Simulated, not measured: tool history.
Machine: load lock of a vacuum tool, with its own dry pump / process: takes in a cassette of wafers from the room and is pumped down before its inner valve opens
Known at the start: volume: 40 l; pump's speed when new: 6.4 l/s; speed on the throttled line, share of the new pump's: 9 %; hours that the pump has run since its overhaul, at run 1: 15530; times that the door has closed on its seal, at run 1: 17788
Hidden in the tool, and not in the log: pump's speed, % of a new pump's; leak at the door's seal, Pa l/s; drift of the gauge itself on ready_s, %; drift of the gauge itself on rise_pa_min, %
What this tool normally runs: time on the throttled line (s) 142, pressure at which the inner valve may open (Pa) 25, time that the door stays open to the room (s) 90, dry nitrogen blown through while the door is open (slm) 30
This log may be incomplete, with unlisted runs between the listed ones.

run	hour	time on the throttled line (s)	pressure at which the inner valve may open (Pa)	time that the door stays open to the room (s)	dry nitrogen blown through while the door is open (slm)	hours that the pump has run since its overhaul	times that the door has closed on its seal	incoming humidity of the room's air, %	time from the closed door until the inner valve may open (s)	rise of the pressure with all valves shut (Pa/min)
1	0.0	142	25	90	30	15530	17788	44.3	189.2	0.145
2	316.5	142	25	90	30	15847	18318	41.2	189.0	0.147
3	507.2	142	25	90	30	16037	18638	47.0	189.9	0.155
4	845.3	95	25	90	30	16376	19205	47.4	148.0	0.163
5	1084.0	95	25	90	30	16614	19605	42.8	148.2	0.156
6	1467.4	95	25	90	30	16998	20248	46.2	148.3	0.171
7	1787.0	142	48	90	30	17317	20784	46.5	185.2	0.169
8	2042.9	142	48	90	30	17573	21213	47.9	185.1	0.172
9	2215.8	142	25	59	30	17746	21503	42.1	190.9	0.167
10	2460.8	142	25	59	30	17991	21914	43.4	190.7	0.167
11	2790.5	142	25	90	30	18321	22467	44.8	191.0	0.180
12	3188.5	142	25	90	21	18719	23134	46.3	190.7	0.193
13	3529.1	193	25	90	30	19059	23705	44.7	236.4	0.189
14	3759.3	193	25	90	30	19290	24091	46.3	236.9	0.195
15	4030.0	193	25	90	30	19560	24545	44.9	236.2	0.204
# hour 4064.8: dry pump taken out, an overhauled one fitted
16	4326.2	142	35	90	30	261	25031	43.7	180.6	0.202
17	4700.8	142	35	90	30	636	25659	42.7	180.2	0.210
18	4986.7	142	35	90	30	922	26139	43.0	179.5	0.213
19	5274.5	137	25	90	30	1210	26621	44.1	178.0	0.220
20	5483.3	165	19	166	21	1419	26971	42.1	205.8	0.247
21	5681.8	165	19	166	21	1617	27304	45.5	203.9	0.251
22	5889.3	81	25	29	7	1825	27652	47.7	127.9	0.240
23	6201.2	276	33	173	16	2136	28175	45.7	300.4	0.268
24	6368.7	89	25	90	30	2304	28456	42.4	135.1	0.234
25	6760.8	89	31	90	15	2696	29113	48.8	134.0	0.267
26	7131.0	142	25	90	15	3066	29734	44.2	182.6	0.272
27	7332.4	142	25	82	19	3268	30072	42.7	184.7	0.253
28	7569.5	226	25	82	9	3505	30469	41.3	261.1	0.275
29	7866.8	226	25	167	9	3802	30968	44.5	258.6	0.307
30	8173.9	226	25	167	9	4109	31483	45.0	258.8	0.312
31	8376.2	142	25	114	30	4311	31822	45.0	183.9	0.269
32	8754.4	265	25	99	16	4690	32456	47.7	293.6	0.300
33	8956.2	163	47	211	10	4891	32794	43.6	199.3	0.334
34	9207.1	142	25	90	16	5142	33215	48.4	184.4	0.302
35	9549.7	142	25	90	16	5485	33790	46.6	184.7	0.315
36	9862.5	142	25	90	16	5798	34314	46.0	185.0	0.315
37	10261.0	142	25	90	16	6196	34982	43.5	185.5	0.313
38	10614.5	142	25	38	24	6550	35575	46.1	185.1	0.305

Pick out some run-to-run changes in time from the closed door until the inner valve may open (s). Of each, how much would a tool without hidden state show as well, from the settings, what came in and chance, and how much is left for the hidden state and any gauge scatter not in both results compared?
Run 3 -> 4: time on the throttled line (s) 142 -> 95. time from the closed door until the inner valve may open (s) -41.9: hidden state +1.3, all else -43.2.
Run 6 -> 7: time on the throttled line (s) 95 -> 142, pressure at which the inner valve may open (Pa) 25 -> 48. time from the closed door until the inner valve may open (s) +36.9: hidden state -1.8, all else +38.7.
Run 15 -> 16: time on the throttled line (s) 193 -> 142, pressure at which the inner valve may open (Pa) 25 -> 35, dry pump taken out, an overhauled one fitted. time from the closed door until the inner valve may open (s) -55.6: hidden state -8.2, all else -47.4.
Run 22 -> 23: time on the throttled line (s) 81 -> 276, pressure at which the inner valve may open (Pa) 25 -> 33, time that the door stays open to the room (s) 29 -> 173, dry nitrogen blown through while the door is open (slm) 7 -> 16. time from the closed door until the inner valve may open (s) +172.5: hidden state -0.7, all else +173.2.
Run 23 -> 24: time on the throttled line (s) 276 -> 89, pressure at which the inner valve may open (Pa) 33 -> 25, time that the door stays open to the room (s) 173 -> 90, dry nitrogen blown through while the door is open (slm) 16 -> 30. time from the closed door until the inner valve may open (s) -165.3: hidden state +0.9, all else -166.2.
Run 31 -> 32: time on the throttled line (s) 142 -> 265, time that the door stays open to the room (s) 114 -> 99, dry nitrogen blown through while the door is open (slm) 30 -> 16. time from the closed door until the inner valve may open (s) +109.7: hidden state -0.4, all else +110.1.
